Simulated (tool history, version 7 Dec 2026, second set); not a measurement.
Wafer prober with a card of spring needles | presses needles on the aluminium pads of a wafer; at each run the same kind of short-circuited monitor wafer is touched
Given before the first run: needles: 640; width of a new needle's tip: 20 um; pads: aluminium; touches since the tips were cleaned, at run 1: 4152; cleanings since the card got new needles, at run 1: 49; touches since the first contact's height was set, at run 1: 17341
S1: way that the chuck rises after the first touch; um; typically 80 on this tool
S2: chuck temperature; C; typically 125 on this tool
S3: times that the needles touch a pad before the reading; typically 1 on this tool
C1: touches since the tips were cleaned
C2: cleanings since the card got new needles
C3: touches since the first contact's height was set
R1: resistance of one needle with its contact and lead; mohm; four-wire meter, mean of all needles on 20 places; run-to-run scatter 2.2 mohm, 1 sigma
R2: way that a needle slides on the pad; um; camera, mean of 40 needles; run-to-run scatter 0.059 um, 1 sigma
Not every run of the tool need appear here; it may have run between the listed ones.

run 1 hour=0.0 | S1=80 S2=125 S3=1 | C1=4152 C2=49 C3=17341 | R1=301 R2=14.52
-- hour=7.1 tips cleaned on abrasive film
-- hour=19.2 tips cleaned on abrasive film
run 2 hour=25.5 | S1=80 S2=125 S3=1 | C1=3927 C2=51 C3=33225 | R1=300 R2=14.44
-- hour=33.0 tips cleaned on abrasive film
-- hour=47.4 tips cleaned on abrasive film
run 3 hour=47.4 | S1=76 S2=125 S3=1 | C1=0 C2=53 C3=46897 | R1=256 R2=13.72
-- hour=60.1 tips cleaned on abrasive film
-- hour=74.7 tips cleaned on abrasive film
-- hour=88.4 tips cleaned on abrasive film
run 4 hour=88.4 | S1=88 S2=125 S3=1 | C1=0 C2=56 C3=72500 | R1=252 R2=15.88
-- hour=102.4 tips cleaned on abrasive film
run 5 hour=111.5 | S1=88 S2=125 S3=1 | C1=5713 C2=57 C3=86908 | R1=301 R2=15.79
-- hour=115.9 tips cleaned on abrasive film
-- hour=128.3 tips cleaned on abrasive film
-- hour=142.1 tips cleaned on abrasive film
-- hour=154.5 tips cleaned on abrasive film
run 6 hour=154.5 | S1=88 S2=125 S3=1 | C1=0 C2=61 C3=113711 | R1=255 R2=15.84
-- hour=168.3 tips cleaned on abrasive film
run 7 hour=178.2 | S1=88 S2=125 S3=1 | C1=6207 C2=62 C3=128535 | R1=302 R2=15.68
-- hour=180.8 tips cleaned on abrasive film
-- hour=193.5 tips cleaned on abrasive film
-- hour=205.6 tips cleaned on abrasive film
run 8 hour=205.8 | S1=88 S2=125 S3=1 | C1=125 C2=65 C3=145678 | R1=253 R2=15.73
-- hour=219.9 tips cleaned on abrasive film
-- hour=233.5 tips cleaned on abrasive film
-- hour=247.2 tips cleaned on abrasive film
run 9 hour=247.2 | S1=80 S2=125 S3=1 | C1=0 C2=68 C3=171560 | R1=261 R2=14.27
-- hour=260.2 tips cleaned on abrasive film
-- hour=275.1 tips cleaned on abrasive film
-- hour=281.4 height of the first contact set anew
-- hour=289.4 tips cleaned on abrasive film
run 10 hour=291.9 | S1=80 S2=125 S3=1 | C1=1553 C2=71 C3=6518 | R1=283 R2=14.50
-- hour=303.5 tips cleaned on abrasive film
-- hour=315.7 tips cleaned on abrasive film
-- hour=328.2 tips cleaned on abrasive film
run 11 hour=331.1 | S1=80 S2=125 S3=1 | C1=1800 C2=74 C3=30993 | R1=292 R2=14.46
-- hour=342.1 tips cleaned on abrasive film
-- hour=355.3 tips cleaned on abrasive film
run 12 hour=362.5 | S1=80 S2=125 S3=1 | C1=4506 C2=76 C3=50576 | R1=316 R2=14.50
-- hour=367.5 tips cleaned on abrasive film
-- hour=381.3 tips cleaned on abrasive film
run 13 hour=386.6 | S1=80 S2=125 S3=2 | C1=3276 C2=78 C3=65597 | R1=282 R2=14.48
-- hour=395.6 tips cleaned on abrasive film
-- hour=409.1 tips cleaned on abrasive film
run 14 hour=419.1 | S1=69 S2=125 S3=2 | C1=6288 C2=80 C3=85902 | R1=307 R2=12.30

What does the tool deliver on the next run?
-- hour=422.2 tips cleaned on abrasive film
-- hour=436.9 tips cleaned on abrasive film
-- hour=449.0 tips cleaned on abrasive film
run 15 hour=460.8 | S1=69 S2=125 S3=2 | C1=7424 C2=83 C3=111973 | R1=? R2=?

R1: 308 mohm
R2: 12.24 um
On a tool with no hidden condition, and with the same random variation, this run would have come out at R1 250 mohm, R2 12.46 um.

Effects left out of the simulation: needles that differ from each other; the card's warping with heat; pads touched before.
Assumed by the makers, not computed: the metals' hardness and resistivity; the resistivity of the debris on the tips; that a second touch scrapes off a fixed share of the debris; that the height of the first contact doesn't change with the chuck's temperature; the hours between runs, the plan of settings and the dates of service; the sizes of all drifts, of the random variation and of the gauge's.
